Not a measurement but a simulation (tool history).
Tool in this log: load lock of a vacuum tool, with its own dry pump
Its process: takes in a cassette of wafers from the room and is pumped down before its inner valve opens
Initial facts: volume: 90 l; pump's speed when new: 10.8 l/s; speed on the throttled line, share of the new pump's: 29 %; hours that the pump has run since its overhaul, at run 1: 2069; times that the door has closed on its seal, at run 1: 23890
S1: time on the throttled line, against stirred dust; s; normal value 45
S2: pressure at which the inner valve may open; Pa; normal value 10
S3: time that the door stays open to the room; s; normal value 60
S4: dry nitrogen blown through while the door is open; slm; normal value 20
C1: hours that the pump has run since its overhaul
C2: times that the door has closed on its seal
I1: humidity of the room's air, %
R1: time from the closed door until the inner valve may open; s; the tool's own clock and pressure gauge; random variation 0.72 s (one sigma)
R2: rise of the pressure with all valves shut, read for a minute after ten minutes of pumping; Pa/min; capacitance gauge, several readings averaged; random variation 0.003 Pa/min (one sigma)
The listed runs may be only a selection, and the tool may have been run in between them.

run 1 hour=0.0 | S1=45 S2=10 S3=60 S4=20 | C1=2069 C2=23890 | I1=47.3 | R1=110.1 R2=0.021
run 2 hour=117.7 | S1=45 S2=10 S3=60 S4=20 | C1=2187 C2=24372 | I1=43.8 | R1=110.0 R2=0.020
run 3 hour=264.2 | S1=45 S2=10 S3=60 S4=20 | C1=2333 C2=24972 | I1=46.7 | R1=109.1 R2=0.022
run 4 hour=511.8 | S1=45 S2=10 S3=60 S4=20 | C1=2581 C2=25986 | I1=44.7 | R1=108.9 R2=0.018
run 5 hour=670.9 | S1=45 S2=10 S3=60 S4=8 | C1=2740 C2=26637 | I1=47.3 | R1=110.0 R2=0.023
run 6 hour=883.8 | S1=45 S2=10 S3=60 S4=20 | C1=2953 C2=27509 | I1=46.0 | R1=108.5 R2=0.023
run 7 hour=1074.6 | S1=45 S2=10 S3=60 S4=20 | C1=3143 C2=28290 | I1=46.2 | R1=108.8 R2=0.017
run 8 hour=1254.0 | S1=45 S2=10 S3=45 S4=20 | C1=3323 C2=29025 | I1=47.0 | R1=109.2 R2=0.020
run 9 hour=1381.9 | S1=45 S2=10 S3=45 S4=20 | C1=3451 C2=29549 | I1=43.8 | R1=109.4 R2=0.019
run 10 hour=1595.6 | S1=45 S2=10 S3=60 S4=20 | C1=3664 C2=30424 | I1=41.9 | R1=109.6 R2=0.022
run 11 hour=1840.7 | S1=45 S2=10 S3=60 S4=20 | C1=3910 C2=31428 | I1=43.7 | R1=109.1 R2=0.016
run 12 hour=2038.6 | S1=45 S2=10 S3=60 S4=20 | C1=4107 C2=32238 | I1=42.0 | R1=110.6 R2=0.017
run 13 hour=2190.4 | S1=69 S2=10 S3=60 S4=20 | C1=4259 C2=32860 | I1=43.2 | R1=125.7 R2=0.013
run 14 hour=2356.1 | S1=69 S2=10 S3=60 S4=20 | C1=4425 C2=33538 | I1=47.3 | R1=124.7 R2=0.021
run 15 hour=2514.0 | S1=49 S2=9 S3=210 S4=13 | C1=4583 C2=34185 | I1=45.2 | R1=113.1 R2=0.033
run 16 hour=2739.7 | S1=47 S2=15 S3=210 S4=13 | C1=4809 C2=35109 | I1=43.9 | R1=107.3 R2=0.040
run 17 hour=2985.1 | S1=47 S2=15 S3=210 S4=13 | C1=5054 C2=36114 | I1=41.3 | R1=105.8 R2=0.031
run 18 hour=3205.1 | S1=45 S2=10 S3=28 S4=14 | C1=5274 C2=37015 | I1=46.9 | R1=109.5 R2=0.022
run 19 hour=3450.2 | S1=45 S2=10 S3=110 S4=42 | C1=5519 C2=38018 | I1=43.7 | R1=109.3 R2=0.010
run 20 hour=3671.8 | S1=45 S2=12 S3=110 S4=42 | C1=5741 C2=38926 | I1=45.5 | R1=107.1 R2=0.011
run 21 hour=3846.5 | S1=45 S2=12 S3=110 S4=42 | C1=5915 C2=39642 | I1=46.7 | R1=107.6 R2=0.012
run 22 hour=4003.0 | S1=45 S2=11 S3=231 S4=42 | C1=6072 C2=40282 | I1=45.1 | R1=107.0 R2=0.018
run 23 hour=4247.7 | S1=58 S2=10 S3=38 S4=20 | C1=6317 C2=41284 | I1=44.1 | R1=120.2 R2=0.021
run 24 hour=4410.5 | S1=58 S2=10 S3=38 S4=20 | C1=6479 C2=41951 | I1=41.6 | R1=118.7 R2=0.017

Below are 5 alternative next runs, each starting from the tool's condition after run 24. Predict each:
run A hour=4552.9 | S1=58 S2=10 S3=48 S4=20 | C1=6622 C2=42534 | I1=42.4 | R1=? R2=?
run B hour=4552.9 | S1=58 S2=10 S3=169 S4=4 | C1=6622 C2=42534 | I1=45.2 | R1=? R2=?
run C hour=4552.9 | S1=45 S2=10 S3=55 S4=20 | C1=6622 C2=42534 | I1=44.5 | R1=? R2=?
run D hour=4552.9 | S1=58 S2=17 S3=156 S4=21 | C1=6622 C2=42534 | I1=43.5 | R1=? R2=?
run E hour=4552.9 | S1=58 S2=10 S3=32 S4=20 | C1=6622 C2=42534 | I1=38.9 | R1=? R2=?

run=A R1=118.6 R2=0.019
run=B R1=118.3 R2=0.044
run=C R1=109.5 R2=0.017
run=D R1=113.3 R2=0.022
run=E R1=117.9 R2=0.012
Without the tool's hidden state the same runs would have given:
run=A R1=118.6 R2=0.018
run=B R1=118.3 R2=0.043
run=C R1=109.4 R2=0.017
run=D R1=113.3 R2=0.022
run=E R1=117.8 R2=0.012

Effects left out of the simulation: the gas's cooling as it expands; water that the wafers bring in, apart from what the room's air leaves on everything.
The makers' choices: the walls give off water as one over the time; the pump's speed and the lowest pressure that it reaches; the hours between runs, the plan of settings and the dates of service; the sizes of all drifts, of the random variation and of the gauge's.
